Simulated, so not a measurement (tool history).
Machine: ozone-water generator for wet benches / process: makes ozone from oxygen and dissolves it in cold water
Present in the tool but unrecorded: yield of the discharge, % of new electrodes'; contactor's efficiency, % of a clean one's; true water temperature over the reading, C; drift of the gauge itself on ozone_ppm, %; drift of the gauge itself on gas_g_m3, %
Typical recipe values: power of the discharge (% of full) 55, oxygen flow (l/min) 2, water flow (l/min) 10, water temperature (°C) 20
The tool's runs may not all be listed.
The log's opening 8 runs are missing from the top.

run,hour,power of the discharge (% of full),oxygen flow (l/min),water flow (l/min),water temperature (°C),hours of work since the electrodes were changed,hours of work since the contactor was cleaned,hours of work since the thermometer was calibrated,dissolved ozone (ppm),ozone in the gas ahead of the water (g/m3)
9,351.7,55,2,11,20,2046,1666,1666,19.5,206.6
10,381.5,55,2,11,20,2073,1693,1693,19.3,206.9
11,417.6,55,2,11,20,2106,1726,1726,19.6,207.2
12,477.4,55,2,11,20,2161,1781,1781,19.5,206.6
13,509.3,54,2,10,20,2190,1810,1810,21.2,204.1
14,554.1,44,2,10,20,2231,1851,1851,18.3,180.2
15,607.3,44,2,10,20,2279,1899,1899,18.4,178.5
16,638.5,44,2,10,20,2308,1928,1928,18.5,178.5
17,675.9,74,1.7,6,27,2342,1962,1962,33.5,279.6
18,702.1,62,2,10,17,2366,1986,1986,23.5,223.2
19,732.4,41,1.03,10,20,2394,2014,2014,16.9,253.7
20,783.7,59,2.13,11,23,2441,2060,2060,19.5,207.6
21,833.4,59,3.02,7,23,2486,2106,2106,26.1,170.1
22,866.2,59,3.02,7,23,2516,2136,2136,25.5,168.5
23,901.9,97,3.02,7,13,2549,2169,2169,42.8,234.2
24,926.7,55,1.14,10,23,2571,2191,2191,19.7,290.2
25,953.5,70,1.14,8,13,2596,2216,2216,31.3,338.5
26,995.5,70,1.14,8,13,2634,2254,2254,31.5,338
27,1027.2,55,2,13,20,2663,2283,2283,16.7,206.4
28,1066.2,59,1.28,13,20,2699,2319,2319,16.5,281.5
29,1106.1,59,1.28,13,20,2735,2355,2355,16.8,282
30,1142.4,59,3.13,8,26,2768,2388,2388,22.5,166.3
31,1171.3,55,1.74,9,13,2795,2415,2415,25.1,222.9
32,1206,56,1.43,13,18,2826,2446,2446,17,256.4

What if the next run were any one of these 5? Each begins from the tool's condition after run 32:
A,1238.2,56,1.37,14,14,2856,2476,2476,?,?
B,1238.2,71,1.43,6,18,2856,2476,2476,?,?
C,1238.2,86,2,7,26,2856,2476,2476,?,?
D,1238.2,55,1.48,10,20,2856,2476,2476,?,?
E,1238.2,46,1.43,10,18,2856,2476,2476,?,?

run,dissolved ozone (ppm),ozone in the gas ahead of the water (g/m3)
A,15.9,260.9
B,38.5,295.1
C,34,274.8
D,21.1,246.6
E,18.7,222.8
Take away the tool's hidden state, keep each run's random variation, and the runs would have read:
run,dissolved ozone (ppm),ozone in the gas ahead of the water (g/m3)
A,15.9,261
B,38.6,295.2
C,34,274.9
D,21.1,246.6
E,18.7,222.9
